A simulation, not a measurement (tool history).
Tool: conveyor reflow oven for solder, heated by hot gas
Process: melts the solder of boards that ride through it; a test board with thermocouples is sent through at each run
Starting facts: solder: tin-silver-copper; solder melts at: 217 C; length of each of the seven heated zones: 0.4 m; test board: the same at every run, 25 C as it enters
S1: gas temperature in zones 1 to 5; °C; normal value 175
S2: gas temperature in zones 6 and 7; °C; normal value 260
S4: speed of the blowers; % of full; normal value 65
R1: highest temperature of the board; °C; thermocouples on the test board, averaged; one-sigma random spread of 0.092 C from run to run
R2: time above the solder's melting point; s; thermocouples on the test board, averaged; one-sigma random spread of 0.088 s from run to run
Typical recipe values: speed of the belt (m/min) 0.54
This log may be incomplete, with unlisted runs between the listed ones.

Run 1, hour 0: usual settings. Result: R1 247.43 °C, R2 64.22 s.
Run 2, hour 48.4: usual settings. Result: R1 247.5 °C, R2 64.12 s.
Run 3, hour 97.2: usual settings. Result: R1 247.35 °C, R2 64.15 s.
Run 4, hour 147: usual settings but S2 271 °C. Result: R1 257.23 °C, R2 72.1 s.
At hour 157.2: flux residue cleaned out of gas plates and filters.
Run 5, hour 191.3: usual settings but S2 271 °C. Result: R1 257.54 °C, R2 72.4 s.
Run 6, hour 229: usual settings but S2 271 °C. Result: R1 257.67 °C, R2 72.3 s.
Run 7, hour 255.5: usual settings but S2 271 °C. Result: R1 257.42 °C, R2 72.32 s.
Run 8, hour 312.3: usual settings but S2 271 °C. Result: R1 257.47 °C, R2 72.31 s.
Run 9, hour 340: usual settings but S1 177 °C. Result: R1 247.65 °C, R2 65.68 s.
Run 10, hour 365.2: usual settings but S1 177 °C. Result: R1 247.77 °C, R2 65.47 s.
Run 11, hour 395.6: usual settings. Result: R1 247.32 °C, R2 64.3 s.
At hour 433.5: flux residue cleaned out of gas plates and filters.
Run 12, hour 458.5: usual settings. Result: R1 247.31 °C, R2 64.83 s.
Run 13, hour 492.6: usual settings. Result: R1 247.36 °C, R2 64.64 s.
Run 14, hour 531.2: usual settings but S4 63 % of full. Result: R1 247.16 °C, R2 64.09 s.
Run 15, hour 586: usual settings but S4 63 % of full. Result: R1 246.94 °C, R2 64.09 s.
At hour 605.3: thermocouples of zones 6 and 7 changed.
Run 16, hour 614.4: usual settings but S4 63 % of full. Result: R1 247.76 °C, R2 64.93 s.
Run 17, hour 670.7: usual settings but S1 185 °C, S2 266 °C, speed of the belt (m/min) 0.616, S4 80 % of full. Result: R1 253.92 °C, R2 65.19 s.
At hour 711.5: flux residue cleaned out of gas plates and filters.
Run 18, hour 730.2: usual settings but S1 178 °C, S2 254 °C, speed of the belt (m/min) 0.616, S4 80 % of full. Result: R1 242.26 °C, R2 53.13 s.
Run 19, hour 764: usual settings but S1 178 °C, S2 249 °C, speed of the belt (m/min) 0.501, S4 80 % of full. Result: R1 241.97 °C, R2 68.59 s.
Run 20, hour 794.9: usual settings but speed of the belt (m/min) 0.489. Result: R1 250.48 °C, R2 75.88 s.
Run 21, hour 834.7: usual settings but S2 263 °C, speed of the belt (m/min) 0.64, S4 56 % of full. Result: R1 243.75 °C, R2 48.7 s.
Run 22, hour 886.5: usual settings but S1 167 °C, S2 263 °C, speed of the belt (m/min) 0.488, S4 75 % of full. Result: R1 253.65 °C, R2 76.08 s.
Run 23, hour 937.3: usual settings but S2 269 °C, speed of the belt (m/min) 0.437, S4 63 % of full. Result: R1 260.86 °C, R2 94.6 s.
At hour 987.3: flux residue cleaned out of gas plates and filters.
Run 24, hour 994.8: usual settings but S1 162 °C, speed of the belt (m/min) 0.561. Result: R1 245.34 °C, R2 55 s.
Run 25, hour 1022.4: usual settings but speed of the belt (m/min) 0.523, S4 55 % of full. Result: R1 247 °C, R2 66.65 s.
Run 26, hour 1074.5: usual settings but speed of the belt (m/min) 0.523, S4 55 % of full. Result: R1 247.27 °C, R2 66.66 s.
Run 27, hour 1114.7: usual settings but speed of the belt (m/min) 0.523, S4 55 % of full. Result: R1 246.93 °C, R2 66.54 s.
Run 28, hour 1146: usual settings but speed of the belt (m/min) 0.523, S4 55 % of full. Result: R1 247.09 °C, R2 66.45 s.
Run 29, hour 1178: usual settings but speed of the belt (m/min) 0.523, S4 55 % of full. Result: R1 246.89 °C, R2 66.43 s.

Predict each of these 3 candidate next runs independently; none follows another, all start after run 29:
Run A, hour 1203: usual settings but S2 251 °C, S4 84 % of full. Result: R1 ?, R2 ?.
Run B, hour 1203: usual settings but S2 249 °C, speed of the belt (m/min) 0.454, S4 85 % of full. Result: R1 ?, R2 ?.
Run C, hour 1203: usual settings but S4 67 % of full. Result: R1 ?, R2 ?.

run      R1     R2
  A  242.25  61.72
  B  243.31  78.38
  C  248.23  66.13
Without the tool's hidden state the same runs would have given:
run      R1     R2
  A  242.69  61.22
  B  243.75  77.64
  C  248.58  65.37
